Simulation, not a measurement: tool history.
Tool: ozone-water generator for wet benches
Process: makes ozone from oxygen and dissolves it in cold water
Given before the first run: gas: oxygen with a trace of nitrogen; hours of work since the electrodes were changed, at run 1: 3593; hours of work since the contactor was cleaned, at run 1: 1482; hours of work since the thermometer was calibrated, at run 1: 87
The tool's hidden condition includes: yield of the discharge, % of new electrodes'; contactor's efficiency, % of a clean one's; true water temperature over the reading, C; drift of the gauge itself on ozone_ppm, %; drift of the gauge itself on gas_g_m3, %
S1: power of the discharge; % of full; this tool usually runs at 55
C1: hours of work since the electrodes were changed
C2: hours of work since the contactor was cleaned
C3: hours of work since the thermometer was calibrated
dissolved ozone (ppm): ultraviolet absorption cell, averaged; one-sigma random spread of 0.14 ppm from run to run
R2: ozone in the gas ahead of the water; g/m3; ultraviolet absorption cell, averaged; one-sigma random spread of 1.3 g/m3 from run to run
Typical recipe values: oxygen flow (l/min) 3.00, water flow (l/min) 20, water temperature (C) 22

run 1 day=0.000 | S1=55 oxygen_flow_(l/min)=3.00 water_flow_(l/min)=20 water_temperature_(C)=22 | C1=3593 C2=1482 C3=87 | dissolved_ozone_(ppm)=14.6 R2=234.8
run 2 day=4.854 | S1=71 oxygen_flow_(l/min)=3.00 water_flow_(l/min)=20 water_temperature_(C)=22 | C1=3669 C2=1558 C3=163 | dissolved_ozone_(ppm)=16.5 R2=266.7
run 3 day=7.233 | S1=55 oxygen_flow_(l/min)=3.00 water_flow_(l/min)=17 water_temperature_(C)=22 | C1=3706 C2=1595 C3=200 | dissolved_ozone_(ppm)=17.4 R2=230.7
run 4 day=10.929 | S1=55 oxygen_flow_(l/min)=3.61 water_flow_(l/min)=20 water_temperature_(C)=22 | C1=3764 C2=1653 C3=257 | dissolved_ozone_(ppm)=15.4 R2=218.3
run 5 day=15.908 | S1=48 oxygen_flow_(l/min)=3.61 water_flow_(l/min)=20 water_temperature_(C)=22 | C1=3842 C2=1730 C3=335 | dissolved_ozone_(ppm)=14.3 R2=204.4
run 6 day=21.346 | S1=48 oxygen_flow_(l/min)=3.61 water_flow_(l/min)=20 water_temperature_(C)=22 | C1=3927 C2=1815 C3=420 | dissolved_ozone_(ppm)=14.3 R2=203.5
run 7 day=24.325 | S1=48 oxygen_flow_(l/min)=3.61 water_flow_(l/min)=20 water_temperature_(C)=22 | C1=3974 C2=1862 C3=467 | dissolved_ozone_(ppm)=14.4 R2=201.5
run 8 day=27.396 | S1=48 oxygen_flow_(l/min)=3.61 water_flow_(l/min)=20 water_temperature_(C)=20 | C1=4021 C2=1910 C3=515 | dissolved_ozone_(ppm)=14.9 R2=203.0
run 9 day=30.362 | S1=48 oxygen_flow_(l/min)=3.61 water_flow_(l/min)=20 water_temperature_(C)=20 | C1=4068 C2=1956 C3=561 | dissolved_ozone_(ppm)=14.7 R2=204.2
run 10 day=34.842 | S1=48 oxygen_flow_(l/min)=3.61 water_flow_(l/min)=20 water_temperature_(C)=20 | C1=4138 C2=2026 C3=631 | dissolved_ozone_(ppm)=14.6 R2=203.6
run 11 day=37.608 | S1=55 oxygen_flow_(l/min)=3.00 water_flow_(l/min)=20 water_temperature_(C)=14 | C1=4181 C2=2069 C3=674 | dissolved_ozone_(ppm)=15.8 R2=231.8
run 12 day=40.700 | S1=55 oxygen_flow_(l/min)=3.00 water_flow_(l/min)=20 water_temperature_(C)=22 | C1=4229 C2=2118 C3=723 | dissolved_ozone_(ppm)=14.4 R2=232.8
run 13 day=46.333 | S1=55 oxygen_flow_(l/min)=3.00 water_flow_(l/min)=20 water_temperature_(C)=22 | C1=4317 C2=2206 C3=811 | dissolved_ozone_(ppm)=14.7 R2=230.4
run 14 day=48.742 | S1=53 oxygen_flow_(l/min)=3.00 water_flow_(l/min)=20 water_temperature_(C)=22 | C1=4355 C2=2243 C3=848 | dissolved_ozone_(ppm)=14.3 R2=227.5
run 15 day=53.488 | S1=53 oxygen_flow_(l/min)=3.00 water_flow_(l/min)=20 water_temperature_(C)=22 | C1=4429 C2=2318 C3=922 | dissolved_ozone_(ppm)=14.4 R2=226.0
run 16 day=57.746 | S1=55 oxygen_flow_(l/min)=3.00 water_flow_(l/min)=22 water_temperature_(C)=22 | C1=4496 C2=2384 C3=989 | dissolved_ozone_(ppm)=13.0 R2=228.5
run 17 day=62.500 | S1=48 oxygen_flow_(l/min)=2.11 water_flow_(l/min)=18 water_temperature_(C)=18 | C1=4570 C2=2458 C3=1063 | dissolved_ozone_(ppm)=14.1 R2=241.6
run 18 day=67.579 | S1=50 oxygen_flow_(l/min)=2.11 water_flow_(l/min)=12 water_temperature_(C)=27 | C1=4649 C2=2538 C3=1143 | dissolved_ozone_(ppm)=19.5 R2=247.4
run 19 day=72.238 | S1=50 oxygen_flow_(l/min)=2.11 water_flow_(l/min)=15 water_temperature_(C)=27 | C1=4722 C2=2611 C3=1215 | dissolved_ozone_(ppm)=15.9 R2=249.8
run 20 day=76.796 | S1=44 oxygen_flow_(l/min)=2.04 water_flow_(l/min)=28 water_temperature_(C)=24 | C1=4793 C2=2682 C3=1287 | dissolved_ozone_(ppm)=7.5 R2=235.8
run 21 day=79.946 | S1=44 oxygen_flow_(l/min)=2.04 water_flow_(l/min)=17 water_temperature_(C)=15 | C1=4843 C2=2731 C3=1336 | dissolved_ozone_(ppm)=14.6 R2=235.3
-- day=80.650 contactor cleaned
run 22 day=83.700 | S1=44 oxygen_flow_(l/min)=4.86 water_flow_(l/min)=17 water_temperature_(C)=20 | C1=4899 C2=48 C3=1392 | dissolved_ozone_(ppm)=17.2 R2=175.3
run 23 day=87.712 | S1=62 oxygen_flow_(l/min)=1.57 water_flow_(l/min)=18 water_temperature_(C)=22 | C1=4961 C2=110 C3=1455 | dissolved_ozone_(ppm)=13.7 R2=301.8
run 24 day=92.508 | S1=81 oxygen_flow_(l/min)=3.00 water_flow_(l/min)=25 water_temperature_(C)=22 | C1=5036 C2=185 C3=1530 | dissolved_ozone_(ppm)=13.2 R2=274.7
run 25 day=95.012 | S1=87 oxygen_flow_(l/min)=2.04 water_flow_(l/min)=32 water_temperature_(C)=26 | C1=5075 C2=224 C3=1569 | dissolved_ozone_(ppm)=8.4 R2=324.2
run 26 day=97.717 | S1=87 oxygen_flow_(l/min)=2.04 water_flow_(l/min)=32 water_temperature_(C)=26 | C1=5118 C2=267 C3=1611 | dissolved_ozone_(ppm)=8.2 R2=323.6
-- day=101.225 contactor cleaned, once more
run 27 day=101.954 | S1=55 oxygen_flow_(l/min)=1.62 water_flow_(l/min)=16 water_temperature_(C)=14 | C1=5181 C2=11 C3=1675 | dissolved_ozone_(ppm)=15.8 R2=281.9
run 28 day=105.721 | S1=87 oxygen_flow_(l/min)=2.35 water_flow_(l/min)=20 water_temperature_(C)=22 | C1=5240 C2=70 C3=1733 | dissolved_ozone_(ppm)=16.7 R2=310.7
run 29 day=108.383 | S1=87 oxygen_flow_(l/min)=2.35 water_flow_(l/min)=16 water_temperature_(C)=29 | C1=5282 C2=112 C3=1775 | dissolved_ozone_(ppm)=19.4 R2=306.6
run 30 day=110.808 | S1=87 oxygen_flow_(l/min)=2.35 water_flow_(l/min)=16 water_temperature_(C)=29 | C1=5320 C2=150 C3=1813 | dissolved_ozone_(ppm)=19.6 R2=310.6
run 31 day=116.042 | S1=87 oxygen_flow_(l/min)=2.35 water_flow_(l/min)=16 water_temperature_(C)=29 | C1=5401 C2=231 C3=1895 | dissolved_ozone_(ppm)=19.4 R2=307.5
run 32 day=119.400 | S1=55 oxygen_flow_(l/min)=3.00 water_flow_(l/min)=14 water_temperature_(C)=22 | C1=5454 C2=284 C3=1947 | dissolved_ozone_(ppm)=20.8 R2=225.2

What if the next run were any one of these 3? Each begins from the tool's condition after run 32:
run A day=125.158 | S1=61 oxygen_flow_(l/min)=3.00 water_flow_(l/min)=24 water_temperature_(C)=20 | C1=5544 C2=374 C3=2037 | dissolved_ozone_(ppm)=? R2=?
run B day=125.158 | S1=84 oxygen_flow_(l/min)=3.00 water_flow_(l/min)=20 water_temperature_(C)=22 | C1=5544 C2=374 C3=2037 | dissolved_ozone_(ppm)=? R2=?
run C day=125.158 | S1=55 oxygen_flow_(l/min)=3.63 water_flow_(l/min)=17 water_temperature_(C)=22 | C1=5544 C2=374 C3=2037 | dissolved_ozone_(ppm)=? R2=?

run=A dissolved_ozone_(ppm)=12.4 R2=236.6
run=B dissolved_ozone_(ppm)=17.1 R2=278.1
run=C dissolved_ozone_(ppm)=17.7 R2=212.8
What these runs would have given with no unlogged condition in the tool:
run=A dissolved_ozone_(ppm)=13.6 R2=258.1
run=B dissolved_ozone_(ppm)=19.1 R2=308.0
run=C dissolved_ozone_(ppm)=19.4 R2=231.1

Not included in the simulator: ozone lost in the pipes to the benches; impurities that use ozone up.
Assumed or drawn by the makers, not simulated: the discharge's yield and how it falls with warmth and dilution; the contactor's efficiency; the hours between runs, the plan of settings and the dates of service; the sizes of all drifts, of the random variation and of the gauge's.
